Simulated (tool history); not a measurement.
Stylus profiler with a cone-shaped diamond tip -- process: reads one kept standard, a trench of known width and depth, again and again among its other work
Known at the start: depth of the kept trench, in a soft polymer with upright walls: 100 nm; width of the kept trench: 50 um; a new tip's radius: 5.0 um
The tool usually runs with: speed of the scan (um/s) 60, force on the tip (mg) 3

| run | hour | speed of the scan (um/s) | force on the tip (mg) | depth of the trench (Å) | width of the trench's floor (nm) |
|---|---|---|---|---|---|
| 1 | 0 | 60 | 3 | 1019.8 | 47630 |
| 2 | 9.3 | 60 | 3 | 1019.9 | 47630 |
| 3 | 24.7 | 60 | 3 | 1019.8 | 47640 |
| 4 | 37.7 | 60 | 3 | 1019.8 | 47690 |
| 5 | 53.9 | 60 | 3 | 1019.9 | 47700 |
| 6 | 65.4 | 60 | 3 | 1019.9 | 47640 |
| 7 | 73.1 | 65 | 3 | 1019.9 | 47620 |
| 8 | 88 | 60 | 3 | 1019.9 | 47710 |
| 9 | 104.2 | 60 | 3 | 1020 | 47640 |
| 10 | 114.3 | 60 | 3 | 1020 | 47620 |
| 11 | 129.7 | 60 | 3 | 1019.8 | 47660 |
| 12 | 143 | 45 | 1.7 | 1013.6 | 47620 |
| 13 | 152.8 | 17 | 6.24 | 1032.6 | 47910 |
| 14 | 162.4 | 44 | 1.03 | 1009.7 | 47540 |
| 15 | 171.8 | 19 | 3 | 1020.1 | 47870 |
| 16 | 182.2 | 212 | 2.92 | 1019.5 | 46730 |
| 17 | 197.1 | 60 | 8.4 | 1039.7 | 47860 |
| 18 | 211.8 | 60 | 8.4 | 1039.7 | 47750 |
| 19 | 218.7 | 98 | 4.76 | 1027 | 47550 |

3 ways to go on from here, each from the tool as it stands after run 19. What would each give?
| A | 227.5 | 16 | 3 | ? | ? |
| B | 227.5 | 37 | 3 | ? | ? |
| C | 227.5 | 27 | 1.64 | ? | ? |

| run | depth of the trench (Å) | width of the trench's floor (nm) |
|---|---|---|
| A | 1019.8 | 47940 |
| B | 1020 | 47810 |
| C | 1013.3 | 47860 |
With no hidden state in the tool, these same runs would have given:
| run | depth of the trench (Å) | width of the trench's floor (nm) |
|---|---|---|
| A | 1019.8 | 47940 |
| B | 1020 | 47810 |
| C | 1013.3 | 47860 |

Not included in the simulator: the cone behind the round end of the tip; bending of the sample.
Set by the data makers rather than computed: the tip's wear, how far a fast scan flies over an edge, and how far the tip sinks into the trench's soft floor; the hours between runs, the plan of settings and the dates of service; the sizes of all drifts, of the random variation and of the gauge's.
